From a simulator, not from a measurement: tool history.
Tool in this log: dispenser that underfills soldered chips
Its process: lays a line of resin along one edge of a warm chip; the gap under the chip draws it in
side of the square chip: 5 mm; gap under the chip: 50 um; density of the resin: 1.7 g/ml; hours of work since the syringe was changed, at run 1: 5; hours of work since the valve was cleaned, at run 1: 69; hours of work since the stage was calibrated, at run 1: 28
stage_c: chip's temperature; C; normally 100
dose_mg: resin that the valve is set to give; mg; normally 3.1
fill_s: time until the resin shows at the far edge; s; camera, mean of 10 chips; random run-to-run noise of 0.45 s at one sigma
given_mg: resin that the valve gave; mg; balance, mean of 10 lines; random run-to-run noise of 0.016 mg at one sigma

run	hour	stage_c	dose_mg	hours of work since the syringe was changed	hours of work since the valve was cleaned	hours of work since the stage was calibrated	fill_s	given_mg
1	0	100	3.1	5	69	28	41.9	2.99
2	4.5	107	3.1	8	72	31	39.9	2.97
3	6.8	100	3.1	9	74	33	51.2	2.96
# hour 9.3: new syringe of resin
4	11.5	100	3.1	2	77	36	36.8	2.95
# hour 16.6: dispensing valve cleaned and set on the balance
5	17.3	100	3.89	5	0	39	40.8	3.88
6	21.9	100	3.89	8	4	42	46.8	3.88
7	24.2	100	3.89	10	5	44	50.6	3.87
# hour 26.2: new syringe of resin
8	28	100	3.1	1	8	46	35.6	3.08
9	31.7	100	3.34	4	10	49	37.9	3.32
10	34.7	107	3.01	6	12	51	36	3
11	37.7	110	2.92	8	14	53	36.9	2.9
# hour 42.1: new syringe of resin
12	42.4	110	3.61	0	17	56	26.7	3.57
13	46.7	95	3.35	3	20	59	43.9	3.3
14	48.8	108	2.73	5	22	61	34.3	2.68
15	51.6	97	3.89	7	24	63	47.5	3.83
16	55.5	97	3.28	9	27	65	54.8	3.23

Branching from run 16: 5 alternative next runs. What would each branch give?
# hour 58.1: new syringe of resin
A	60.1	86	2.87	1	30	68	?	?
# hour 58.1: new syringe of resin
B	60.1	100	3.28	1	30	68	?	?
# hour 58.1: new syringe of resin
C	60.1	101	3.53	1	30	68	?	?
# hour 58.1: new syringe of resin
D	60.1	95	3.77	1	30	68	?	?
# hour 58.1: new syringe of resin
E	60.1	109	3.28	1	30	68	?	?

run	fill_s	given_mg
A	54	2.78
B	35.5	3.23
C	32.6	3.45
D	39.6	3.71
E	27.1	3.2
What these runs would have given with no unlogged condition in the tool:
run	fill_s	given_mg
A	51.9	2.83
B	34.2	3.29
C	31.4	3.51
D	38.2	3.78
E	26.1	3.26

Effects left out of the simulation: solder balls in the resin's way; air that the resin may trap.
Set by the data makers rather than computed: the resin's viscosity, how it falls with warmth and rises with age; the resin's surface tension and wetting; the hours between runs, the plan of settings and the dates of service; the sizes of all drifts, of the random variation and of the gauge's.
